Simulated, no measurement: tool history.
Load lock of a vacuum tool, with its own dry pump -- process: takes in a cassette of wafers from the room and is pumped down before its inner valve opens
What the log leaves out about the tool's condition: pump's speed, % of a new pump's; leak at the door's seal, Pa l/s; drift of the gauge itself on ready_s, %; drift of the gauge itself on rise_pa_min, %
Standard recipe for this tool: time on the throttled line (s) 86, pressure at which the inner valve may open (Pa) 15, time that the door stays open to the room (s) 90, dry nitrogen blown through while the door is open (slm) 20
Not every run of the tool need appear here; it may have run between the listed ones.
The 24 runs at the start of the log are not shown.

| run | hour | time on the throttled line (s) | pressure at which the inner valve may open (Pa) | time that the door stays open to the room (s) | dry nitrogen blown through while the door is open (slm) | hours that the pump has run since its overhaul | times that the door has closed on its seal | incoming humidity of the room's air, % | time from the closed door until the inner valve may open (s) | rise of the pressure with all valves shut (Pa/min) |
|---|---|---|---|---|---|---|---|---|---|---|
| 25 | 12383.0 | 51 | 20 | 60 | 8 | 4116 | 38251 | 43.7 | 109.8 | 0.628 |
| 26 | 12865.3 | 51 | 20 | 60 | 15 | 4598 | 39064 | 39.8 | 109.9 | 0.639 |
|  | 13344.3 | door's seal changed, seat wiped |
| 27 | 13578.7 | 43 | 15 | 90 | 20 | 5310 | 394 | 43.1 | 106.8 | 0.047 |
| 28 | 14015.9 | 43 | 11 | 183 | 20 | 5747 | 1131 | 47.7 | 110.3 | 0.070 |
| 29 | 14707.0 | 86 | 22 | 90 | 20 | 6439 | 2296 | 43.8 | 139.9 | 0.056 |
| 30 | 15198.7 | 86 | 12 | 238 | 20 | 6930 | 3125 | 43.7 | 145.1 | 0.081 |
| 31 | 15902.1 | 71 | 12 | 100 | 20 | 7634 | 4310 | 43.2 | 134.5 | 0.072 |
| 32 | 16488.8 | 71 | 12 | 100 | 20 | 8220 | 5299 | 45.4 | 136.8 | 0.075 |
| 33 | 17106.9 | 147 | 20 | 38 | 20 | 8838 | 6341 | 47.8 | 195.0 | 0.078 |
| 34 | 17728.5 | 86 | 11 | 90 | 20 | 9460 | 7388 | 43.3 | 150.3 | 0.095 |
| 35 | 18231.3 | 48 | 15 | 74 | 9 | 9963 | 8235 | 46.4 | 121.3 | 0.110 |
| 36 | 18861.8 | 139 | 12 | 49 | 16 | 10593 | 9298 | 42.6 | 193.5 | 0.105 |

What if the next run were any one of these 4? Each begins from the tool's condition after run 36:
| A | 19187.5 | 86 | 15 | 40 | 20 | 10919 | 9847 | 42.8 | ? | ? |
| B | 19187.5 | 139 | 12 | 61 | 16 | 10919 | 9847 | 46.0 | ? | ? |
| C | 19187.5 | 114 | 15 | 136 | 32 | 10919 | 9847 | 44.0 | ? | ? |
| D | 19187.5 | 108 | 13 | 49 | 8 | 10919 | 9847 | 45.8 | ? | ? |

| run | time from the closed door until the inner valve may open (s) | rise of the pressure with all valves shut (Pa/min) |
|---|---|---|
| A | 152.1 | 0.108 |
| B | 191.9 | 0.120 |
| C | 173.0 | 0.109 |
| D | 168.4 | 0.128 |
With no hidden state in the tool, these same runs would have given:
| run | time from the closed door until the inner valve may open (s) | rise of the pressure with all valves shut (Pa/min) |
|---|---|---|
| A | 134.8 | 0.035 |
| B | 177.5 | 0.046 |
| C | 157.5 | 0.036 |
| D | 152.3 | 0.055 |
